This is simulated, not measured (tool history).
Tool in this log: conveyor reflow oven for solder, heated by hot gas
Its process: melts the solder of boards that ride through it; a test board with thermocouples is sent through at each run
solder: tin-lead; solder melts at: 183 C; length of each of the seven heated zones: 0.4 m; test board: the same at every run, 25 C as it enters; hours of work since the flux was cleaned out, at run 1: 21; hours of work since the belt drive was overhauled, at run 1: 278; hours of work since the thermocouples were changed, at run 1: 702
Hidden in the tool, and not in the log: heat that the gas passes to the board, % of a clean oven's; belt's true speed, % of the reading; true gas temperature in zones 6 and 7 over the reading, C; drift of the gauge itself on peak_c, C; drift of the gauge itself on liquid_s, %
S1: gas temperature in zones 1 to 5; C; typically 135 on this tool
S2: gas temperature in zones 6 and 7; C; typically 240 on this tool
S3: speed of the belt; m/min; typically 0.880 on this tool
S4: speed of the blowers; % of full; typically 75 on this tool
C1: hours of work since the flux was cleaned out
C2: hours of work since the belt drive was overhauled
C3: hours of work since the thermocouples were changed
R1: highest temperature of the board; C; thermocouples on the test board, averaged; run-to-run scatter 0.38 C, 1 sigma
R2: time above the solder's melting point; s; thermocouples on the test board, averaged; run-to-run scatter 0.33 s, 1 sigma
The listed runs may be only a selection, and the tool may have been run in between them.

run   hour   S1   S2     S3  S4   C1   C2    C3     R1    R2
  1    0.0  135  240  0.880  75   21  278   702  221.4  41.9
  2   18.7  143  240  0.880  75   32  289   713  222.0  45.0
  3   51.5  135  240  0.880  59   52  308   732  216.0  38.8
  4   78.6  135  240  0.880  59   68  324   748  215.9  38.4
  5  100.6  135  240  0.880  58   81  337   761  215.8  38.7
  6  116.0  135  240  0.896  75   90  346   770  220.4  40.9
  7  139.7  135  240  0.896  75  104  360   784  220.2  41.0
  8  162.2  138  240  0.896  75  117  373   798  220.7  41.7
  9  193.0  135  240  0.880  75  135  392   816  220.2  41.9
 10  226.1  135  240  0.880  75  155  411   835  221.2  41.8
 11  245.1  135  240  0.880  75  166  422   847  220.6  41.5
 12  274.8  135  240  0.811  75  184  440   864  223.2  47.4
 13  300.9  135  253  0.880  75  199  455   880  231.2  47.3
 14  333.2  135  240  0.880  75  218  474   899  220.8  41.7
 15  363.3  135  240  0.880  57  236  492   916  214.8  38.1
 16  393.0  135  248  0.880  75  253  510   934  227.2  44.7
 17  410.5  149  231  1.022  58  264  520   944  206.0  29.1
 18  439.8  133  232  0.763  66  281  537   962  216.4  45.4
 19  454.9  127  234  0.858  61  290  546   971  210.8  34.6
 20  472.5  139  235  1.058  81  300  557   981  210.6  30.2
 21  494.2  139  235  1.058  81  313  570   994  211.3  30.1
 22  510.7  135  240  0.880  50  323  579  1004  211.8  35.7
 23  527.3  149  240  0.898  69  333  589  1013  221.0  44.5

What will run 24 give?
     551.9  -- flux residue cleaned out of gas plates and filters
 24  565.1  123  240  0.744  63   8  608  1033   ?   ?

{"run 24": {"R1": 222.3, "R2": 48.6}}
The same run, on a tool lacking any hidden state, would have yielded R1 219.4 C, R2 46.2 s.
